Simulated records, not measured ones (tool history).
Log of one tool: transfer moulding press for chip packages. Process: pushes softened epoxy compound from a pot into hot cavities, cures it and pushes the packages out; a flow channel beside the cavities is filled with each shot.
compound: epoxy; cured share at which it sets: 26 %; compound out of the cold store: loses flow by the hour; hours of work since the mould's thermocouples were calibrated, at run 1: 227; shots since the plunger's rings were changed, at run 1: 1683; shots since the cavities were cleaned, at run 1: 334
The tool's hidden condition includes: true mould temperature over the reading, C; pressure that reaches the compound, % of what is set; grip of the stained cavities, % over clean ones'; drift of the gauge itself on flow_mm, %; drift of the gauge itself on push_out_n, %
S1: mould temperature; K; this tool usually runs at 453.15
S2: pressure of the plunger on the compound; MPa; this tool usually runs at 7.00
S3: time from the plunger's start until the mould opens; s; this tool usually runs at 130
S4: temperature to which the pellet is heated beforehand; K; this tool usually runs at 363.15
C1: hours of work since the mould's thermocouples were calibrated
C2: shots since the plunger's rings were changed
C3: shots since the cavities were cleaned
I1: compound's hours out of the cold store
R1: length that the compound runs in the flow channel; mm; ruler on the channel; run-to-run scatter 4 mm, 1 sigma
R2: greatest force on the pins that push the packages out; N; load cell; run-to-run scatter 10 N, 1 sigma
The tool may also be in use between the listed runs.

run 1 hour=0.0 | S1=453.15 S2=7.00 S3=130 S4=363.15 | C1=227 C2=1683 C3=334 | I1=30.3 | R1=720 R2=636
run 2 hour=4.8 | S1=453.15 S2=7.42 S3=130 S4=363.15 | C1=231 C2=1731 C3=382 | I1=26.5 | R1=758 R2=642
run 3 hour=10.8 | S1=453.15 S2=7.42 S3=130 S4=363.15 | C1=235 C2=1791 C3=442 | I1=9.3 | R1=867 R2=744
run 4 hour=18.7 | S1=453.15 S2=7.42 S3=130 S4=363.15 | C1=240 C2=1870 C3=521 | I1=22.1 | R1=775 R2=697
run 5 hour=26.5 | S1=453.15 S2=7.42 S3=130 S4=363.15 | C1=245 C2=1948 C3=599 | I1=29.6 | R1=739 R2=735
run 6 hour=36.2 | S1=453.15 S2=7.42 S3=130 S4=363.15 | C1=251 C2=2045 C3=696 | I1=27.0 | R1=749 R2=753
run 7 hour=43.1 | S1=453.15 S2=7.00 S3=130 S4=363.15 | C1=256 C2=2114 C3=765 | I1=38.9 | R1=668 R2=715
run 8 hour=48.8 | S1=453.15 S2=7.00 S3=130 S4=363.15 | C1=259 C2=2170 C3=821 | I1=46.6 | R1=633 R2=739
run 9 hour=57.8 | S1=453.15 S2=7.00 S3=130 S4=363.15 | C1=265 C2=2261 C3=912 | I1=25.1 | R1=746 R2=813
run 10 hour=63.9 | S1=453.15 S2=7.00 S3=158 S4=363.15 | C1=269 C2=2321 C3=972 | I1=33.0 | R1=696 R2=651
run 11 hour=73.1 | S1=453.15 S2=7.00 S3=158 S4=363.15 | C1=275 C2=2413 C3=1064 | I1=11.4 | R1=822 R2=684
-- hour=75.8 mould's thermocouples calibrated
-- hour=79.5 cavities cleaned with cleaning compound and waxed
run 12 hour=84.2 | S1=453.15 S2=7.00 S3=167 S4=363.15 | C1=5 C2=2489 C3=47 | I1=18.8 | R1=772 R2=400
run 13 hour=89.8 | S1=453.15 S2=7.00 S3=130 S4=363.15 | C1=8 C2=2545 C3=103 | I1=44.1 | R1=641 R2=526
-- hour=100.2 mould's thermocouples calibrated, once more
run 14 hour=101.4 | S1=453.15 S2=7.00 S3=130 S4=363.15 | C1=1 C2=2641 C3=199 | I1=47.2 | R1=625 R2=533
run 15 hour=108.8 | S1=453.15 S2=7.00 S3=130 S4=363.15 | C1=6 C2=2715 C3=273 | I1=24.7 | R1=742 R2=589
run 16 hour=116.4 | S1=454.15 S2=7.42 S3=112 S4=372.15 | C1=11 C2=2791 C3=349 | I1=34.6 | R1=710 R2=733
run 17 hour=123.0 | S1=454.15 S2=7.42 S3=112 S4=372.15 | C1=15 C2=2856 C3=414 | I1=29.0 | R1=731 R2=753

The next listed run, before its measurement:
run 18 hour=127.5 | S1=453.15 S2=5.74 S3=130 S4=354.15 | C1=18 C2=2902 C3=460 | I1=9.1 | R1=? R2=?

{"run 18": {"R1": 751, "R2": 723}}
Without the tool's hidden state the same run would have given R1 770 mm, R2 516 N.
